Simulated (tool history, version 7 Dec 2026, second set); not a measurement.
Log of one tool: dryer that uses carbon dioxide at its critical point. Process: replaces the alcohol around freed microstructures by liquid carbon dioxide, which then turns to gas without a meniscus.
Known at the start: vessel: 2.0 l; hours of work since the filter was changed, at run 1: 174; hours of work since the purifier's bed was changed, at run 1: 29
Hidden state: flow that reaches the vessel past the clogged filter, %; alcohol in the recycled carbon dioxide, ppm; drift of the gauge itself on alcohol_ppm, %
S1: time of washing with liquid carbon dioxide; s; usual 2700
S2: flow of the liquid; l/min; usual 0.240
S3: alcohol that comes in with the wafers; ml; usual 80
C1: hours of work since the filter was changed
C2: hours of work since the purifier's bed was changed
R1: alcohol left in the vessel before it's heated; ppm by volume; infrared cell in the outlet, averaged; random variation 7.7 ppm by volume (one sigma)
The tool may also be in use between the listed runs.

run,hour,S1,S2,S3,C1,C2,R1
1,0.0,2700,0.240,80,174,29,458
2,5.7,1920,0.240,80,176,31,1674
3,11.4,2700,0.240,80,178,33,453
4,19.7,2700,0.240,80,182,37,450
5,27.4,2700,0.240,80,185,40,446
6,34.2,2700,0.240,80,188,43,459
7,40.4,2700,0.240,80,190,46,465
8,48.7,2700,0.240,80,194,49,464
9,58.7,2700,0.240,80,198,53,453
10,63.6,2700,0.240,80,200,55,472
11,71.7,2700,0.240,80,204,59,471
12,82.0,2700,0.240,80,208,63,475
13,92.8,1980,0.241,28,212,67,535
14,98.3,1980,0.241,28,215,70,514
15,104.7,1980,0.241,36,217,72,690
16,116.1,1980,0.241,36,222,77,683
17,126.6,2040,0.273,36,226,82,401
18,134.6,3300,0.298,46,230,85,48
19,141.1,2400,0.240,80,233,88,768
20,147.7,2400,0.405,65,235,90,82
21,158.9,2400,0.405,65,240,95,70
22,170.5,2700,0.240,80,245,100,480

4 ways to go on from here, each from the tool as it stands after run 22. What would each give?
A,181.5,3420,0.240,35,249,105,?
B,181.5,2700,0.240,75,249,105,?
C,181.5,2700,0.405,80,249,105,?
D,181.5,2580,0.277,80,249,105,?

run,R1
A,89
B,460
C,53
D,331
Without the tool's hidden state the same runs would have given:
run,R1
A,51
B,361
C,22
D,248
